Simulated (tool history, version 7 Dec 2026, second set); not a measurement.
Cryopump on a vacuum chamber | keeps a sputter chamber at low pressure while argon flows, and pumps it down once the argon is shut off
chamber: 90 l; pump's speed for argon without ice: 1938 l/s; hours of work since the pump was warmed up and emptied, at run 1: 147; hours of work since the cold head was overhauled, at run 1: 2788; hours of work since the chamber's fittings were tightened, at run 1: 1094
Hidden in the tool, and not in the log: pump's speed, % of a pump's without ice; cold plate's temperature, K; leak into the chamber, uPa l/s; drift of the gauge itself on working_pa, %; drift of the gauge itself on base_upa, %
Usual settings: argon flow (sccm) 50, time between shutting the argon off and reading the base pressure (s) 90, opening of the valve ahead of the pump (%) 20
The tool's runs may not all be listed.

run,hour,argon flow (sccm),time between shutting the argon off and reading the base pressure (s),opening of the valve ahead of the pump (%),hours of work since the pump was warmed up and emptied,hours of work since the cold head was overhauled,hours of work since the chamber's fittings were tightened,pressure while argon flows (Pa),pressure after the wait (uPa)
1,0.0,50,90,20,147,2788,1094,0.2209,1.31
2,67.3,50,115,20,193,2834,1140,0.2222,1.14
3,125.0,50,115,20,232,2873,1179,0.2238,1.17
4,199.4,50,115,20,283,2924,1229,0.2234,1.17
# hour 254.3: pump warmed up, emptied and cooled again
5,299.9,50,115,20,31,2989,1294,0.2198,1.15
6,404.3,50,90,20,102,3060,1365,0.2218,1.35
7,530.1,50,90,20,187,3145,1451,0.2221,1.43
8,594.4,50,113,20,231,3189,1494,0.2227,1.25
9,711.0,50,113,20,310,3268,1574,0.2250,1.37
# hour 727.0: pump warmed up, emptied and cooled again
10,787.3,52,90,20,41,3316,1622,0.2294,1.44
11,854.2,50,62,20,86,3362,1668,0.2204,1.80
12,953.0,50,62,20,154,3429,1735,0.2220,1.79
13,1047.5,50,62,20,218,3493,1799,0.2234,1.92
14,1134.4,50,32,21,277,3552,1858,0.2136,2.87
# hour 1203.8: pump warmed up, emptied and cooled again
15,1264.7,50,61,32,41,3637,1943,0.1379,1.87
16,1390.5,99,71,47,127,3723,2029,0.1911,1.77
17,1462.7,30,50,20,176,3772,2078,0.1330,2.19
18,1542.7,59,297,20,230,3826,2132,0.2637,1.18
19,1602.8,59,297,20,271,3867,2173,0.2656,1.17
# hour 1673.6: pump warmed up, emptied and cooled again
20,1719.8,59,297,20,31,3943,2249,0.2600,1.13
21,1827.2,59,297,20,104,4016,2322,0.2607,1.21
22,1947.1,21,90,24,186,4098,2403,0.0787,1.81
23,2060.5,21,90,24,263,4175,2480,0.0783,1.76
# hour 2146.9: pump warmed up, emptied and cooled again
24,2157.4,47,90,33,7,4237,2543,0.1269,1.85
# hour 2214.3: leaking fittings of the chamber tightened, without venting
25,2246.3,50,90,36,66,4296,22,0.1237,0.93
26,2313.3,39,45,20,112,4342,67,0.1733,1.67

Hidden state at the last listed run before each entry between runs and at the first one after, where it differs:
Between runs 4 and 5: pump warmed up, emptied and cooled again (hour 254.3)
  pump's speed, % of a pump's without ice: 89.8 -> 98.6; cold plate's temperature, K: 13.39 -> 13.42; leak into the chamber, uPa l/s: 1079 -> 1117
  measured less the result without the state, pressure while argon flows (Pa): +0.0064 -> +0.0019; pressure after the wait (uPa): +0.48 -> +0.44
Between runs 9 and 10: pump warmed up, emptied and cooled again (hour 727.0)
  pump's speed, % of a pump's without ice: 87.6 -> 97.7; cold plate's temperature, K: 13.53 -> 13.55; leak into the chamber, uPa l/s: 1296 -> 1330
  measured less the result without the state, pressure while argon flows (Pa): +0.0078 -> +0.0026; pressure after the wait (uPa): +0.63 -> +0.57
Between runs 14 and 15: pump warmed up, emptied and cooled again (hour 1203.8)
  pump's speed, % of a pump's without ice: 88.6 -> 98.1; cold plate's temperature, K: 13.66 -> 13.69; leak into the chamber, uPa l/s: 1480 -> 1534
  measured less the result without the state, pressure while argon flows (Pa): +0.0073 -> +0.0024; pressure after the wait (uPa): +0.73 -> +0.67
Between runs 19 and 20: pump warmed up, emptied and cooled again (hour 1673.6)
  pump's speed, % of a pump's without ice: 89.5 -> 98.7; cold plate's temperature, K: 13.79 -> 13.82; leak into the chamber, uPa l/s: 1676 -> 1725
  measured less the result without the state, pressure while argon flows (Pa): +0.0082 -> +0.0026; pressure after the wait (uPa): +0.83 -> +0.77
Between runs 23 and 24: pump warmed up, emptied and cooled again (hour 2146.9)
  pump's speed, % of a pump's without ice: 89.7 -> 99.1; cold plate's temperature, K: 13.92 -> 13.94; leak into the chamber, uPa l/s: 1880 -> 1925
  measured less the result without the state, pressure while argon flows (Pa): +0.0029 -> +0.0021; pressure after the wait (uPa): +0.94 -> +0.93
Between runs 24 and 25: leaking fittings of the chamber tightened, without venting (hour 2214.3)
  pump's speed, % of a pump's without ice: 99.1 -> 97; cold plate's temperature, K: 13.94 -> 13.97; leak into the chamber, uPa l/s: 1925 -> 366
  measured less the result without the state, pressure while argon flows (Pa): +0.0021 -> +0.0032; pressure after the wait (uPa): +0.93 -> +0.05
